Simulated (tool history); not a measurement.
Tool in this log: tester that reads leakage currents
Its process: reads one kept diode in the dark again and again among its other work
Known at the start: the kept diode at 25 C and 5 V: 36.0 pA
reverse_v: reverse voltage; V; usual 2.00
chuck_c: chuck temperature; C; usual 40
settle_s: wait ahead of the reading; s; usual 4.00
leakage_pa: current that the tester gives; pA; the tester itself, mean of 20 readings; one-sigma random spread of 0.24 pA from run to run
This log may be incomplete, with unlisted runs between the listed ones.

run 1 hour=0.0 | reverse_v=2.00 chuck_c=40 settle_s=4.00 | leakage_pa=69.49
run 2 hour=44.0 | reverse_v=2.00 chuck_c=40 settle_s=4.00 | leakage_pa=69.77
run 3 hour=84.8 | reverse_v=2.00 chuck_c=40 settle_s=4.00 | leakage_pa=69.35
run 4 hour=150.3 | reverse_v=2.00 chuck_c=40 settle_s=4.00 | leakage_pa=69.23
run 5 hour=191.6 | reverse_v=2.00 chuck_c=40 settle_s=4.00 | leakage_pa=68.73
run 6 hour=242.1 | reverse_v=2.00 chuck_c=40 settle_s=4.00 | leakage_pa=68.68
run 7 hour=285.8 | reverse_v=2.58 chuck_c=40 settle_s=4.00 | leakage_pa=77.15
run 8 hour=319.8 | reverse_v=2.58 chuck_c=40 settle_s=4.00 | leakage_pa=76.72
run 9 hour=365.3 | reverse_v=2.58 chuck_c=40 settle_s=4.00 | leakage_pa=76.44
run 10 hour=418.9 | reverse_v=1.11 chuck_c=40 settle_s=4.00 | leakage_pa=51.47
run 11 hour=466.1 | reverse_v=1.11 chuck_c=40 settle_s=4.00 | leakage_pa=51.46
-- hour=527.1 chuck's temperature calibrated
run 12 hour=530.8 | reverse_v=1.11 chuck_c=40 settle_s=4.00 | leakage_pa=60.40
run 13 hour=574.3 | reverse_v=1.11 chuck_c=40 settle_s=4.00 | leakage_pa=60.11
run 14 hour=615.5 | reverse_v=2.00 chuck_c=40 settle_s=1.90 | leakage_pa=78.51
run 15 hour=651.6 | reverse_v=2.00 chuck_c=40 settle_s=1.90 | leakage_pa=78.54
run 16 hour=691.9 | reverse_v=2.00 chuck_c=40 settle_s=1.90 | leakage_pa=78.37
run 17 hour=750.8 | reverse_v=2.00 chuck_c=40 settle_s=1.90 | leakage_pa=77.95
run 18 hour=782.2 | reverse_v=2.00 chuck_c=40 settle_s=1.90 | leakage_pa=77.59
run 19 hour=845.3 | reverse_v=2.00 chuck_c=40 settle_s=1.90 | leakage_pa=77.17
run 20 hour=904.6 | reverse_v=2.00 chuck_c=30 settle_s=4.00 | leakage_pa=37.50
run 21 hour=948.2 | reverse_v=7.09 chuck_c=30 settle_s=7.01 | leakage_pa=71.78
run 22 hour=1020.8 | reverse_v=7.09 chuck_c=30 settle_s=7.01 | leakage_pa=70.84
run 23 hour=1090.9 | reverse_v=2.56 chuck_c=24 settle_s=2.15 | leakage_pa=28.03
run 24 hour=1127.4 | reverse_v=15.17 chuck_c=24 settle_s=3.20 | leakage_pa=77.74
run 25 hour=1157.4 | reverse_v=15.17 chuck_c=34 settle_s=0.92 | leakage_pa=143.42
run 26 hour=1216.7 | reverse_v=1.31 chuck_c=35 settle_s=1.93 | leakage_pa=43.30
run 27 hour=1263.5 | reverse_v=1.31 chuck_c=35 settle_s=1.93 | leakage_pa=42.96
run 28 hour=1312.2 | reverse_v=1.31 chuck_c=54 settle_s=0.55 | leakage_pa=160.73
run 29 hour=1373.9 | reverse_v=1.31 chuck_c=54 settle_s=0.55 | leakage_pa=159.42
run 30 hour=1416.0 | reverse_v=4.25 chuck_c=40 settle_s=4.00 | leakage_pa=105.39
run 31 hour=1460.0 | reverse_v=4.04 chuck_c=40 settle_s=2.56 | leakage_pa=102.71
run 32 hour=1491.5 | reverse_v=4.04 chuck_c=40 settle_s=2.30 | leakage_pa=102.40
run 33 hour=1554.1 | reverse_v=9.52 chuck_c=40 settle_s=4.00 | leakage_pa=155.31
run 34 hour=1598.8 | reverse_v=9.52 chuck_c=36 settle_s=4.00 | leakage_pa=119.60
run 35 hour=1648.6 | reverse_v=17.17 chuck_c=40 settle_s=4.00 | leakage_pa=211.60
run 36 hour=1681.3 | reverse_v=12.26 chuck_c=40 settle_s=0.45 | leakage_pa=184.09
run 37 hour=1718.4 | reverse_v=15.89 chuck_c=40 settle_s=4.00 | leakage_pa=201.53
run 38 hour=1776.0 | reverse_v=15.89 chuck_c=40 settle_s=4.00 | leakage_pa=201.46
run 39 hour=1820.1 | reverse_v=15.89 chuck_c=40 settle_s=4.00 | leakage_pa=200.50
run 40 hour=1858.4 | reverse_v=15.89 chuck_c=40 settle_s=4.00 | leakage_pa=199.50

Some steps in leakage_pa between neighbouring runs. How much of each would the tool show without its hidden state too (settings, what came in, random variation), and how much is left for the hidden state, with any gauge scatter that isn't in both results?
What the log doesn't record here: stray current of the dirty probe card, pA a volt; current scale over the true one, %; true chuck temperature over the reading, C; drift of the gauge itself on leakage_pa, %.
Run 11 -> 12: chuck's temperature calibrated. leakage_pa +8.94 pA: hidden state +9.13, all else -0.19.
Run 23 -> 24: reverse_v 2.56 -> 15.17, settle_s 2.15 -> 3.20. leakage_pa +49.71 pA: hidden state +18.91, all else +30.80.
Run 25 -> 26: reverse_v 15.17 -> 1.31, chuck_c 34 -> 35, settle_s 0.92 -> 1.93. leakage_pa -100.12 pA: hidden state -18.43, all else -81.69.
Run 27 -> 28: chuck_c 35 -> 54, settle_s 1.93 -> 0.55. leakage_pa +117.77 pA: hidden state -8.92, all else +126.69.
Run 34 -> 35: reverse_v 9.52 -> 17.17, chuck_c 36 -> 40. leakage_pa +92.00 pA: hidden state +5.54, all else +86.46.
